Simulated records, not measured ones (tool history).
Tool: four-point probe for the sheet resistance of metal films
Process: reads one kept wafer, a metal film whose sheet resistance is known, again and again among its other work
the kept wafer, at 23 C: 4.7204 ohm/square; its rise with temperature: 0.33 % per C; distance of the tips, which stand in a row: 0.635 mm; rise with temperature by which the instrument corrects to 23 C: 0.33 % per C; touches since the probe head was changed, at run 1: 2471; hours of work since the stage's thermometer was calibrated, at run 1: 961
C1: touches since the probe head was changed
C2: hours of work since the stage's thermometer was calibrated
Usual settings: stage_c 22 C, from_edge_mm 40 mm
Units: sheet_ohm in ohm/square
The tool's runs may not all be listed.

{"run": 1, "hour": 0.0, "stage_c": 22, "from_edge_mm": 40, "C1": 2471, "C2": 961, "sheet_ohm": 4.721513}
{"run": 2, "hour": 49.5, "stage_c": 22, "from_edge_mm": 40, "C1": 3188, "C2": 994, "sheet_ohm": 4.721713}
{"run": 3, "hour": 80.4, "stage_c": 22, "from_edge_mm": 40, "C1": 3635, "C2": 1014, "sheet_ohm": 4.722246}
{"run": 4, "hour": 124.3, "stage_c": 22, "from_edge_mm": 40, "C1": 4271, "C2": 1043, "sheet_ohm": 4.721727}
{"run": 5, "hour": 154.7, "stage_c": 22, "from_edge_mm": 46, "C1": 4712, "C2": 1063, "sheet_ohm": 4.722876}
{"run": 6, "hour": 199.0, "stage_c": 22, "from_edge_mm": 46, "C1": 5353, "C2": 1093, "sheet_ohm": 4.721093}
{"run": 7, "hour": 240.3, "stage_c": 22, "from_edge_mm": 40, "C1": 5951, "C2": 1120, "sheet_ohm": 4.720809}
{"run": 8, "hour": 277.7, "stage_c": 22, "from_edge_mm": 40, "C1": 6494, "C2": 1145, "sheet_ohm": 4.719495}
{"run": 9, "hour": 322.0, "stage_c": 22, "from_edge_mm": 40, "C1": 7135, "C2": 1174, "sheet_ohm": 4.721269}
{"run": 10, "hour": 355.5, "stage_c": 22, "from_edge_mm": 40, "C1": 7620, "C2": 1196, "sheet_ohm": 4.720738}
{"run": 11, "hour": 396.2, "stage_c": 22, "from_edge_mm": 33, "C1": 8209, "C2": 1223, "sheet_ohm": 4.720739}
{"run": 12, "hour": 441.2, "stage_c": 22, "from_edge_mm": 33, "C1": 8861, "C2": 1252, "sheet_ohm": 4.720561}
{"hour": 446.5, "done": "stage's thermometer calibrated"}
{"run": 13, "hour": 484.6, "stage_c": 22, "from_edge_mm": 40, "C1": 9484, "C2": 25, "sheet_ohm": 4.719431}
{"run": 14, "hour": 533.7, "stage_c": 22, "from_edge_mm": 40, "C1": 10195, "C2": 58, "sheet_ohm": 4.717606}
{"run": 15, "hour": 574.2, "stage_c": 22, "from_edge_mm": 40, "C1": 10780, "C2": 84, "sheet_ohm": 4.718018}
{"run": 16, "hour": 623.1, "stage_c": 22, "from_edge_mm": 40, "C1": 11490, "C2": 117, "sheet_ohm": 4.715813}
{"run": 17, "hour": 654.9, "stage_c": 22, "from_edge_mm": 40, "C1": 11949, "C2": 137, "sheet_ohm": 4.716218}
{"run": 18, "hour": 706.0, "stage_c": 22, "from_edge_mm": 40, "C1": 12690, "C2": 171, "sheet_ohm": 4.717307}
{"hour": 711.1, "done": "stage's thermometer calibrated, once more"}
{"run": 19, "hour": 736.0, "stage_c": 19, "from_edge_mm": 40, "C1": 13117, "C2": 16, "sheet_ohm": 4.724354}
{"run": 20, "hour": 770.4, "stage_c": 22, "from_edge_mm": 9, "C1": 13616, "C2": 39, "sheet_ohm": 4.734515}
{"run": 21, "hour": 817.3, "stage_c": 23, "from_edge_mm": 38, "C1": 14295, "C2": 70, "sheet_ohm": 4.721951}
{"run": 22, "hour": 847.7, "stage_c": 19, "from_edge_mm": 4, "C1": 14735, "C2": 90, "sheet_ohm": 4.784427}
{"run": 23, "hour": 904.8, "stage_c": 19, "from_edge_mm": 4, "C1": 15563, "C2": 128, "sheet_ohm": 4.785331}
{"run": 24, "hour": 936.1, "stage_c": 20, "from_edge_mm": 37, "C1": 16016, "C2": 148, "sheet_ohm": 4.723574}
{"run": 25, "hour": 961.6, "stage_c": 20, "from_edge_mm": 37, "C1": 16386, "C2": 165, "sheet_ohm": 4.723012}
{"run": 26, "hour": 991.6, "stage_c": 33, "from_edge_mm": 57, "C1": 16820, "C2": 185, "sheet_ohm": 4.718032}
{"run": 27, "hour": 1047.2, "stage_c": 33, "from_edge_mm": 57, "C1": 17626, "C2": 222, "sheet_ohm": 4.719482}
{"run": 28, "hour": 1081.9, "stage_c": 33, "from_edge_mm": 15, "C1": 18127, "C2": 245, "sheet_ohm": 4.724214}
{"run": 29, "hour": 1125.0, "stage_c": 26, "from_edge_mm": 29, "C1": 18752, "C2": 273, "sheet_ohm": 4.719213}
{"run": 30, "hour": 1178.8, "stage_c": 26, "from_edge_mm": 29, "C1": 19531, "C2": 309, "sheet_ohm": 4.72006}
{"run": 31, "hour": 1208.6, "stage_c": 26, "from_edge_mm": 29, "C1": 19964, "C2": 328, "sheet_ohm": 4.721051}
{"run": 32, "hour": 1237.2, "stage_c": 26, "from_edge_mm": 29, "C1": 20377, "C2": 347, "sheet_ohm": 4.719842}
{"run": 33, "hour": 1288.4, "stage_c": 25, "from_edge_mm": 27, "C1": 21119, "C2": 381, "sheet_ohm": 4.720303}
{"run": 34, "hour": 1324.5, "stage_c": 20, "from_edge_mm": 7, "C1": 21642, "C2": 405, "sheet_ohm": 4.739524}
{"run": 35, "hour": 1370.9, "stage_c": 25, "from_edge_mm": 10, "C1": 22314, "C2": 435, "sheet_ohm": 4.730548}
{"run": 36, "hour": 1420.6, "stage_c": 26, "from_edge_mm": 69, "C1": 23034, "C2": 468, "sheet_ohm": 4.717132}
{"run": 37, "hour": 1447.0, "stage_c": 26, "from_edge_mm": 69, "C1": 23416, "C2": 485, "sheet_ohm": 4.717023}
{"run": 38, "hour": 1488.9, "stage_c": 26, "from_edge_mm": 69, "C1": 24023, "C2": 513, "sheet_ohm": 4.717111}
{"run": 39, "hour": 1515.7, "stage_c": 26, "from_edge_mm": 69, "C1": 24412, "C2": 531, "sheet_ohm": 4.718666}

How the hidden state differs across the entries between the runs, from the last listed run before each to the first after it:
Between runs 12 and 13: stage's thermometer calibrated (hour 446.5)
  inner tips' distance over the nominal, %: 0.062 -> 0.059; tips' flats over new ones', %: 7 -> 8; wafer's true temperature over the reading, C: -0.31 -> -0.45
  measured less the result without the state, sheet_ohm: -0.001693 -> -0.003926 ohm/square
Between runs 18 and 19: stage's thermometer calibrated, once more (hour 711.1)
  inner tips' distance over the nominal, %: 0.044 -> 0.042; wafer's true temperature over the reading, C: -0.49 -> 0.03
  measured less the result without the state, sheet_ohm: -0.005369 -> +0.002586 ohm/square

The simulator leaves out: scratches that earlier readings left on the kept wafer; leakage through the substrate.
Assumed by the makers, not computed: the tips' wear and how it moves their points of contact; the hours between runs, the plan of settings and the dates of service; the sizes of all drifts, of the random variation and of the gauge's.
